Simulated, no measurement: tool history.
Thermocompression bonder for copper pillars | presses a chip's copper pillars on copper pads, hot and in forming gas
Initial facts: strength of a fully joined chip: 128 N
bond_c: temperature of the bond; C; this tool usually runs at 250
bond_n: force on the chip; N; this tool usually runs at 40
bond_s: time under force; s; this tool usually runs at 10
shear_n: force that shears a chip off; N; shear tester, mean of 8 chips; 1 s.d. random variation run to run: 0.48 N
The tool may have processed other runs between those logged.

run 1 hour=0.0 | bond_c=250 bond_n=40 bond_s=10 | shear_n=90.0
run 2 hour=32.9 | bond_c=250 bond_n=40 bond_s=10 | shear_n=89.9
run 3 hour=58.5 | bond_c=250 bond_n=40 bond_s=10 | shear_n=89.8
run 4 hour=85.4 | bond_c=250 bond_n=40 bond_s=10 | shear_n=89.6
run 5 hour=131.7 | bond_c=250 bond_n=40 bond_s=10 | shear_n=88.4
run 6 hour=154.7 | bond_c=250 bond_n=40 bond_s=10 | shear_n=88.3
run 7 hour=188.7 | bond_c=250 bond_n=40 bond_s=10 | shear_n=88.7
run 8 hour=226.5 | bond_c=250 bond_n=40 bond_s=10 | shear_n=87.7
run 9 hour=255.5 | bond_c=255 bond_n=40 bond_s=10 | shear_n=90.6
run 10 hour=289.3 | bond_c=255 bond_n=40 bond_s=10 | shear_n=90.0
run 11 hour=327.2 | bond_c=268 bond_n=40 bond_s=10 | shear_n=98.1
run 12 hour=360.6 | bond_c=250 bond_n=42 bond_s=10 | shear_n=89.4
run 13 hour=409.4 | bond_c=250 bond_n=42 bond_s=10 | shear_n=88.0
run 14 hour=451.8 | bond_c=250 bond_n=42 bond_s=10 | shear_n=86.9
run 15 hour=501.2 | bond_c=250 bond_n=42 bond_s=10 | shear_n=86.8
run 16 hour=537.4 | bond_c=250 bond_n=25 bond_s=9 | shear_n=61.0
run 17 hour=561.0 | bond_c=250 bond_n=25 bond_s=9 | shear_n=60.6
run 18 hour=604.4 | bond_c=236 bond_n=26 bond_s=9 | shear_n=53.4
-- hour=611.2 heater calibrated with a thermocouple chip
-- hour=630.0 forming gas filter changed
run 19 hour=634.6 | bond_c=269 bond_n=50 bond_s=20 | shear_n=122.2
run 20 hour=679.6 | bond_c=266 bond_n=56 bond_s=23 | shear_n=121.9
run 21 hour=703.2 | bond_c=230 bond_n=43 bond_s=23 | shear_n=99.1
run 22 hour=737.7 | bond_c=230 bond_n=43 bond_s=23 | shear_n=98.8
-- hour=762.1 heater calibrated with a thermocouple chip, once more
run 23 hour=762.1 | bond_c=230 bond_n=43 bond_s=23 | shear_n=96.0
run 24 hour=797.2 | bond_c=230 bond_n=43 bond_s=23 | shear_n=95.8
run 25 hour=836.2 | bond_c=230 bond_n=43 bond_s=23 | shear_n=94.8
run 26 hour=859.6 | bond_c=243 bond_n=38 bond_s=10 | shear_n=80.9
run 27 hour=897.1 | bond_c=243 bond_n=38 bond_s=10 | shear_n=79.7

Branching from run 27: 4 alternative next runs. What would each branch give?
run A hour=920.2 | bond_c=250 bond_n=40 bond_s=10 | shear_n=?
run B hour=920.2 | bond_c=257 bond_n=35 bond_s=18 | shear_n=?
run C hour=920.2 | bond_c=250 bond_n=40 bond_s=5 | shear_n=?
run D hour=920.2 | bond_c=227 bond_n=41 bond_s=22 | shear_n=?

run=A shear_n=88.0
run=B shear_n=98.1
run=C shear_n=72.1
run=D shear_n=88.9
Take away the tool's hidden state, keep each run's random variation, and the runs would have read:
run=A shear_n=94.1
run=B shear_n=104.4
run=C shear_n=77.6
run=D shear_n=95.0
